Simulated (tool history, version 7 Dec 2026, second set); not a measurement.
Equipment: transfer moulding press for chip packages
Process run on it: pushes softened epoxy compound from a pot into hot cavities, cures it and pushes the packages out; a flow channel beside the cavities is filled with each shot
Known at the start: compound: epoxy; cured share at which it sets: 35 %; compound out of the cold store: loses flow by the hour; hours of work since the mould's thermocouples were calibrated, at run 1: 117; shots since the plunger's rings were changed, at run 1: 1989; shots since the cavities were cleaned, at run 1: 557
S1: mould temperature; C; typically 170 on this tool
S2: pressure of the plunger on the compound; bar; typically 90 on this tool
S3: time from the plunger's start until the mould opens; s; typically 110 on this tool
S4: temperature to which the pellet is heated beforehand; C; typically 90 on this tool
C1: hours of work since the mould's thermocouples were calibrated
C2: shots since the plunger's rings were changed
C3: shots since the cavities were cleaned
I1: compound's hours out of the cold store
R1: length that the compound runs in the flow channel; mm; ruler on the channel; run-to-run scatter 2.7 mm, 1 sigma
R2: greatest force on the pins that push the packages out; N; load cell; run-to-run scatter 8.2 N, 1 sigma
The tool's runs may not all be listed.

run	day	S1	S2	S3	S4	C1	C2	C3	I1	R1	R2
1	0	170	90	110	90	117	1989	557	44.4	461	582
2	0.275	170	90	124	90	120	2042	610	21.9	533	563
3	0.458	170	90	124	90	122	2077	645	10.4	568	589
# day 0.579: cavities cleaned with cleaning compound and waxed
4	0.858	175	90	110	90	126	2142	54	27.2	500	375
5	1.25	175	90	110	90	130	2217	129	46.9	450	412
6	1.662	175	90	110	90	135	2296	208	9.4	554	461
7	1.983	170	72.8	110	90	138	2357	269	31.6	447	504
8	2.288	170	72.8	110	90	142	2415	327	29.7	450	512
9	2.625	170	72.8	110	90	145	2479	391	18.8	482	526
10	2.954	170	72.8	110	90	149	2542	454	10.2	509	544
11	3.358	170	72.8	110	90	154	2620	532	36.6	429	577
# day 3.708: plunger's sealing rings changed
12	3.708	171	90	110	90	156	0	579	34.4	503	579
13	4.067	171	90	110	90	160	68	647	48	463	584
# day 4.179: cavities cleaned with cleaning compound and waxed
14	4.325	171	90	110	90	163	106	28	41.1	486	365
15	4.654	171	90	110	90	166	168	90	35	499	413
16	4.838	170	106.1	110	93	168	204	126	21.3	589	431
17	5.217	170	68.1	110	93	173	276	198	41.9	416	464
18	5.45	176	69	132	86	175	320	242	27.9	447	431
19	5.842	176	95.2	99	97	180	396	318	15.2	562	494
20	6.129	165	88	130	98	183	451	373	38.6	497	532
21	6.504	166	96.2	94	92	187	522	444	11.5	605	745
22	6.875	170	95.4	110	98	191	593	515	14.5	582	575
23	7.292	170	95.4	110	98	196	673	595	22.5	555	571
# day 7.662: cavities cleaned with cleaning compound and waxed
24	7.783	166	90	137	90	201	755	23	26.8	530	377
25	8.012	166	90	146	87	203	799	67	39	493	376
26	8.221	169	90	139	81	206	838	106	44.6	476	404
27	8.504	169	90	110	90	209	892	160	29.8	514	445
28	8.754	171	71.6	143	97	212	941	209	45.7	418	451
29	9.104	171	71.6	143	97	216	1008	276	31.8	449	454
30	9.329	170	92.9	142	81	218	1051	319	26.5	528	500

Per-run results on a tool with no hidden state, each run keeping its own random variation:
The hidden state here: true mould temperature over the reading, C; pressure that reaches the compound, % of what is set; grip of the stained cavities, % over clean ones'; drift of the gauge itself on flow_mm, %; drift of the gauge itself on push_out_n, %.
run	R1	R2
1	476	362
2	550	341
3	587	359
4	517	341
5	466	340
6	575	353
7	464	373
8	467	364
9	501	357
10	530	360
11	447	370
12	505	364
13	466	358
14	489	347
15	502	360
16	593	361
17	420	361
18	451	321
19	568	353
20	502	366
21	612	507
22	590	373
23	563	359
24	538	361
25	501	337
26	484	344
27	523	361
28	426	346
29	457	332
30	538	354
